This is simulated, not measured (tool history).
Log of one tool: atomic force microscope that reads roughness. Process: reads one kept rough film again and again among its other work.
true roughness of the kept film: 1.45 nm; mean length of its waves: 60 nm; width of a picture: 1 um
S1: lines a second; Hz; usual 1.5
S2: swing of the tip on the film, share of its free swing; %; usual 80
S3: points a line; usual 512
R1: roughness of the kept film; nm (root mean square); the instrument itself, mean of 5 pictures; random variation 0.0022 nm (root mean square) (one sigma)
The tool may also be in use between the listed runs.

run	hour	S1	S2	S3	R1
1	0	1.5	80	512	1.277
# hour 23.7: new tip fitted
2	24.1	1.5	80	512	1.278
3	67.3	1.5	80	512	1.279
# hour 70.3: new tip fitted
4	98.8	1.5	80	512	1.278
# hour 116.7: new tip fitted
5	143.9	1.5	80	512	1.277
# hour 164.1: new tip fitted
6	175.8	1.5	57	512	1.393
7	194.1	1.5	80	551	1.285
# hour 210.2: new tip fitted
8	212.7	1.5	80	512	1.281
9	247.2	0.61	80	512	1.368
# hour 255.9: new tip fitted
10	268.4	0.61	80	512	1.367
11	290	0.61	80	512	1.368
# hour 302.7: new tip fitted
12	313.5	0.61	80	512	1.368
# hour 348.8: new tip fitted
13	349.7	1.5	80	512	1.278
14	381.6	1.5	80	512	1.278
# hour 397.6: new tip fitted
15	400.3	1.5	80	512	1.28
16	438.7	1.5	80	512	1.276
# hour 446.6: new tip fitted
17	463.4	1.5	80	512	1.278
18	483.7	1.81	82	814	1.234
# hour 494.1: new tip fitted
19	525.8	1.81	82	814	1.234
# hour 543.1: new tip fitted
20	551.3	1.81	82	814	1.235
# hour 590.1: new tip fitted
21	590.3	1.81	82	814	1.233
22	623.7	3.1	71	439	1.236
# hour 637.2: new tip fitted
23	667.2	3.31	64	411	1.292
# hour 683.5: new tip fitted
24	707.6	3.31	77	962	1.165
# hour 731.4: new tip fitted
25	733.7	3.31	77	962	1.167
26	754.5	3.31	77	962	1.166
# hour 778.5: new tip fitted
27	790.5	3.31	77	962	1.163
28	819.3	3.31	77	962	1.166
# hour 825.3: new tip fitted
29	847.7	3.31	77	962	1.164

3 ways to go on from here, each from the tool as it stands after run 29. What would each give?
# hour 871.7: new tip fitted
A	878.4	1.98	77	557	?
# hour 871.7: new tip fitted
B	878.4	0.87	77	883	?
# hour 871.7: new tip fitted
C	878.4	2.32	71	917	?

run	R1
A	1.261
B	1.354
C	1.288
Without the tool's hidden state the same runs would have given:
run	R1
A	1.261
B	1.353
C	1.287
